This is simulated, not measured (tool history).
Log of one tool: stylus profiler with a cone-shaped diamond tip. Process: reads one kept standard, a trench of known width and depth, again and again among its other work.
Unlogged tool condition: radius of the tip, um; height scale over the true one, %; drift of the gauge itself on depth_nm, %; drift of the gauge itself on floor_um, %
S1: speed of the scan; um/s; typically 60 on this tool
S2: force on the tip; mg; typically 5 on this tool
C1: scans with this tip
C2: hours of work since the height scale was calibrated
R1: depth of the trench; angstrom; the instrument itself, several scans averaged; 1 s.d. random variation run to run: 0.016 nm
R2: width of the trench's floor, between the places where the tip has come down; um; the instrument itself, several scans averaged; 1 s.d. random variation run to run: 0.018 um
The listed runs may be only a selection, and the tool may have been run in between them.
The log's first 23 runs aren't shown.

run,hour,S1,S2,C1,C2,R1,R2
24,561.5,136,5,5852,904,1012.5,28.19
25,587.3,136,5,5956,920,1012,28.18
26,612.6,210,11.83,6057,936,1020,28.16
27,637.8,210,11.83,6159,951,1020.5,28.16
28,669.8,20,13.23,6288,971,1021.5,28.44
29,693.4,16,8.3,6383,986,1016.5,28.46
30,711,114,6.47,6453,997,1014.5,28.23
31,738,114,6.47,6562,1014,1014.6,28.25
32,767.3,44,5.42,6680,1032,1013.4,28.38
33,790.8,101,6.22,6774,1046,1014,28.28
34,812.6,18,14.28,6862,1060,1022.6,28.46
35,829.3,18,14.28,6929,1070,1022.5,28.44
36,853,18,14.28,7025,1085,1022.9,28.47
37,867.6,18,14.28,7083,1094,1022.8,28.44
38,889.7,156,9.71,7172,1108,1018.4,28.22
39,913.2,156,9.71,7267,1122,1018.2,28.19
40,943.3,156,9.71,7388,1141,1018.3,28.21
41,957.5,16,10.56,7445,1150,1019.5,28.48
42,990,16,10.56,7575,1170,1019.5,28.44
43,1006,99,2.67,7640,1180,1009.8,28.15
44,1019.9,60,3.77,7696,1189,1011.4,28.29
45,1052.3,60,3.77,7826,1209,1011,28.28
46,1076.2,60,3.77,7922,1224,1011.4,28.3
47,1099.8,201,5,8017,1238,1013.3,27.99
48,1131.9,201,5,8146,1258,1013.2,28.03

Branching from run 48: 3 alternative next runs. What would each branch give?
A,1146.8,27,7.05,8206,1267,?,?
B,1146.8,47,2.51,8206,1267,?,?
C,1146.8,17,1.84,8206,1267,?,?

run,R1,R2
A,1015.9,28.4
B,1009.6,28.29
C,1008.3,28.37
Had the tool no hidden state, the same runs would have come out as:
run,R1,R2
A,1012.4,28.55
B,1006.1,28.43
C,1004.8,28.52
